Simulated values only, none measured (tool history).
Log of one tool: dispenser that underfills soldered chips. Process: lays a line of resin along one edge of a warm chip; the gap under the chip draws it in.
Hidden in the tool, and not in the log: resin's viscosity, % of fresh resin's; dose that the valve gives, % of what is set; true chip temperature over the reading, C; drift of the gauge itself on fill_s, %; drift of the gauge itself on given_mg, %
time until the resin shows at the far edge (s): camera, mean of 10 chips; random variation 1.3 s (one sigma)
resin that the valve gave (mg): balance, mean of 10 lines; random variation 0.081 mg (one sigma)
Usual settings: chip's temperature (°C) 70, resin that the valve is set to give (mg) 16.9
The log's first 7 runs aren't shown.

run,hour,chip's temperature (°C),resin that the valve is set to give (mg),hours of work since the syringe was changed,hours of work since the valve was cleaned,hours of work since the stage was calibrated,time until the resin shows at the far edge (s),resin that the valve gave (mg)
# hour 45.5: new syringe of resin
8,47.8,67,16.9,2,95,280,172.8,16.47
9,54.3,67,16.9,7,100,285,218,16.46
10,58.5,67,16.9,10,103,289,256.2,16.5
# hour 61.4: new syringe of resin
11,62.6,70,15.6,1,106,292,152.8,15.19
12,71.6,70,15.6,8,113,299,212.2,15.08
13,76.2,70,15.6,12,117,302,249.2,15.1
# hour 77: new syringe of resin
14,83.7,70,15.6,5,123,308,184.3,14.99
15,88.8,70,15.6,9,127,312,221.2,15.09
# hour 92.7: new syringe of resin
16,96.1,64,21.1,3,132,317,192.6,20.39
17,101.7,64,21.1,7,136,322,237.2,20.29
# hour 105.1: dispensing valve cleaned and set on the balance
# hour 109.3: new syringe of resin
18,110,60,21.1,1,4,327,201.1,21.16
19,117,75,21.4,6,9,333,152.6,21.56
20,123.6,75,14.7,11,14,338,209.5,14.62
# hour 125.4: new syringe of resin
21,129,75,14.7,3,18,342,140.5,14.64
22,137.1,71,19.1,9,25,348,210.5,18.98
# hour 141: new syringe of resin
23,141,71,19.1,0,27,351,137.1,18.95
24,149.7,62,19.8,7,34,358,262,19.53
25,155.9,61,21.6,12,39,363,338.5,21.32
# hour 156.6: new syringe of resin
26,164.3,84,19.7,6,45,369,115.6,19.35
27,169.4,63,20.1,10,49,373,286.7,19.74
# hour 172.8: new syringe of resin
28,175.1,63,20.1,2,54,377,195.9,19.86
29,179.5,84,16.1,5,57,381,115.8,15.88
30,187.9,84,16.1,12,64,387,154,15.75

Forecast each of these 3 alternatives for the next run:
# hour 188.7: new syringe of resin
A,194.8,75,16.6,5,69,392,?,?
# hour 188.7: new syringe of resin
B,194.8,64,18.1,5,69,392,?,?
# hour 188.7: new syringe of resin
C,194.8,69,16.1,5,69,392,?,?

run,time until the resin shows at the far edge (s),resin that the valve gave (mg)
A,149.8,16.21
B,221,17.76
C,188.5,15.67
Without the tool's hidden state the same runs would have given:
run,time until the resin shows at the far edge (s),resin that the valve gave (mg)
A,107,16.55
B,156.9,18.12
C,134.1,15.99
